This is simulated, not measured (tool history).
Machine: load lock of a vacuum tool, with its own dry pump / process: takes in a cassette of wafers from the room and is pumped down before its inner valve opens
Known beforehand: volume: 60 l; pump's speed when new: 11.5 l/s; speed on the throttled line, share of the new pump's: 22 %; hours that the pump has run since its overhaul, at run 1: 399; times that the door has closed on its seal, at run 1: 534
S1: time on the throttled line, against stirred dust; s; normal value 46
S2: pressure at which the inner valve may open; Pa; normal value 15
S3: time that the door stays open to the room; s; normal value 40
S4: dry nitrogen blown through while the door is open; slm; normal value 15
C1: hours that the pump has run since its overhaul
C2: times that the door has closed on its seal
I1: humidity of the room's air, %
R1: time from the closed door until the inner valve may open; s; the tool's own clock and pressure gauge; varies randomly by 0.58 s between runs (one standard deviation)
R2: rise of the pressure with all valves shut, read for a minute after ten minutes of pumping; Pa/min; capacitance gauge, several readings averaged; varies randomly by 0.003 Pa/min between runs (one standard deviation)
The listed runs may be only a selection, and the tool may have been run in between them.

Run 1, hour 0.0: usual settings; C1 399; C2 534; I1 48.7. Result: R1 82.7 s, R2 0.019 Pa/min.
Run 2, hour 244.4: usual settings; C1 643; C2 1327; I1 44.1. Result: R1 81.3 s, R2 0.021 Pa/min.
Run 3, hour 402.8: usual settings but S2 27 Pa; C1 802; C2 1841; I1 45.7. Result: R1 79.4 s, R2 0.026 Pa/min.
Run 4, hour 538.8: usual settings but S2 27 Pa; C1 938; C2 2282; I1 42.4. Result: R1 79.0 s, R2 0.030 Pa/min.
Run 5, hour 703.3: usual settings but S2 27 Pa; C1 1102; C2 2816; I1 44.5. Result: R1 78.4 s, R2 0.029 Pa/min.
Run 6, hour 832.0: usual settings but S2 27 Pa; C1 1231; C2 3234; I1 44.5. Result: R1 80.1 s, R2 0.031 Pa/min.
Run 7, hour 1083.7: usual settings but S2 27 Pa; C1 1482; C2 4050; I1 49.9. Result: R1 79.4 s, R2 0.036 Pa/min.
Run 8, hour 1287.1: usual settings but S2 27 Pa; C1 1686; C2 4710; I1 45.9. Result: R1 80.1 s, R2 0.035 Pa/min.
Run 9, hour 1408.2: usual settings but S2 27 Pa; C1 1807; C2 5104; I1 48.1. Result: R1 78.5 s, R2 0.038 Pa/min.
Run 10, hour 1624.2: usual settings but S2 27 Pa; C1 2023; C2 5804; I1 46.8. Result: R1 79.5 s, R2 0.041 Pa/min.
Run 11, hour 1783.4: usual settings; C1 2182; C2 6321; I1 44.3. Result: R1 82.8 s, R2 0.044 Pa/min.
Run 12, hour 1907.4: usual settings; C1 2306; C2 6723; I1 45.1. Result: R1 82.3 s, R2 0.050 Pa/min.
Run 13, hour 2150.1: usual settings; C1 2549; C2 7510; I1 46.5. Result: R1 83.0 s, R2 0.055 Pa/min.
Run 14, hour 2377.0: usual settings; C1 2776; C2 8247; I1 45.5. Result: R1 83.4 s, R2 0.060 Pa/min.
Run 15, hour 2585.2: usual settings but S4 30 slm; C1 2984; C2 8922; I1 41.2. Result: R1 84.2 s, R2 0.055 Pa/min.
Run 16, hour 2808.8: usual settings; C1 3208; C2 9648; I1 45.1. Result: R1 83.4 s, R2 0.067 Pa/min.
Run 17, hour 2975.4: usual settings but S1 38 s, S2 28 Pa, S3 29 s, S4 8 slm; C1 3374; C2 10188; I1 48.5. Result: R1 73.9 s, R2 0.069 Pa/min.
Run 18, hour 3197.5: usual settings but S1 38 s, S2 28 Pa, S3 29 s, S4 8 slm; C1 3596; C2 10909; I1 45.0. Result: R1 73.9 s, R2 0.076 Pa/min.
Run 19, hour 3370.2: usual settings but S3 38 s, S4 24 slm; C1 3769; C2 11469; I1 43.8. Result: R1 84.9 s, R2 0.075 Pa/min.
Run 20, hour 3617.7: usual settings but S3 38 s, S4 24 slm; C1 4016; C2 12272; I1 46.6. Result: R1 84.3 s, R2 0.083 Pa/min.
Run 21, hour 3795.6: usual settings but S1 76 s, S2 29 Pa, S3 106 s; C1 4194; C2 12850; I1 43.3. Result: R1 102.2 s, R2 0.092 Pa/min.
Run 22, hour 4040.6: usual settings but S1 37 s, S2 21 Pa, S3 197 s; C1 4439; C2 13645; I1 45.2. Result: R1 76.2 s, R2 0.107 Pa/min.
Run 23, hour 4243.7: usual settings but S2 30 Pa; C1 4643; C2 14304; I1 46.1. Result: R1 80.5 s, R2 0.102 Pa/min.
Run 24, hour 4473.0: usual settings but S1 73 s, S2 30 Pa; C1 4872; C2 15047; I1 43.5. Result: R1 100.6 s, R2 0.103 Pa/min.
Run 25, hour 4582.2: usual settings but S1 48 s, S2 16 Pa; C1 4981; C2 15402; I1 43.1. Result: R1 86.3 s, R2 0.113 Pa/min.
Run 26, hour 4747.9: usual settings but S3 38 s; C1 5147; C2 15940; I1 48.5. Result: R1 84.7 s, R2 0.117 Pa/min.
Run 27, hour 4994.9: usual settings but S3 38 s; C1 5394; C2 16741; I1 45.3. Result: R1 84.3 s, R2 0.127 Pa/min.
Run 28, hour 5110.9: usual settings but S1 36 s, S2 12 Pa, S3 25 s, S4 8 slm; C1 5510; C2 17117; I1 45.9. Result: R1 78.5 s, R2 0.131 Pa/min.
Run 29, hour 5268.8: usual settings but S1 85 s, S2 16 Pa; C1 5668; C2 17630; I1 42.5. Result: R1 115.2 s, R2 0.136 Pa/min.
Run 30, hour 5376.6: usual settings but S2 17 Pa, S3 93 s; C1 5775; C2 17979; I1 45.2. Result: R1 84.5 s, R2 0.142 Pa/min.
Run 31, hour 5486.3: usual settings but S1 50 s, S2 18 Pa, S3 28 s, S4 9 slm; C1 5885; C2 18335; I1 42.3. Result: R1 87.3 s, R2 0.135 Pa/min.
Run 32, hour 5699.1: usual settings but S1 50 s, S2 18 Pa, S3 28 s, S4 9 slm; C1 6098; C2 19026; I1 44.9. Result: R1 86.5 s, R2 0.139 Pa/min.

Some steps in R1 between neighbouring runs. How much of each would the tool show without its hidden state too (settings, what came in, random variation), and how much is left for the hidden state, with any gauge scatter that isn't in both results?
The hidden state here: pump's speed, % of a new pump's; leak at the door's seal, Pa l/s; drift of the gauge itself on ready_s, %; drift of the gauge itself on rise_pa_min, %.
Run 21 -> 22: S1 76 -> 37, S2 29 -> 21, S3 106 -> 197. R1 -26.0 s: hidden state +0.8, all else -26.8.
Run 24 -> 25: S1 73 -> 48, S2 30 -> 16. R1 -14.3 s: hidden state +0.8, all else -15.1.
Run 28 -> 29: S1 36 -> 85, S2 12 -> 16, S3 25 -> 40, S4 8 -> 15. R1 +36.7 s: hidden state -0.9, all else +37.6.
Run 29 -> 30: S1 85 -> 46, S2 16 -> 17, S3 40 -> 93. R1 -30.7 s: hidden state +0.7, all else -31.4.
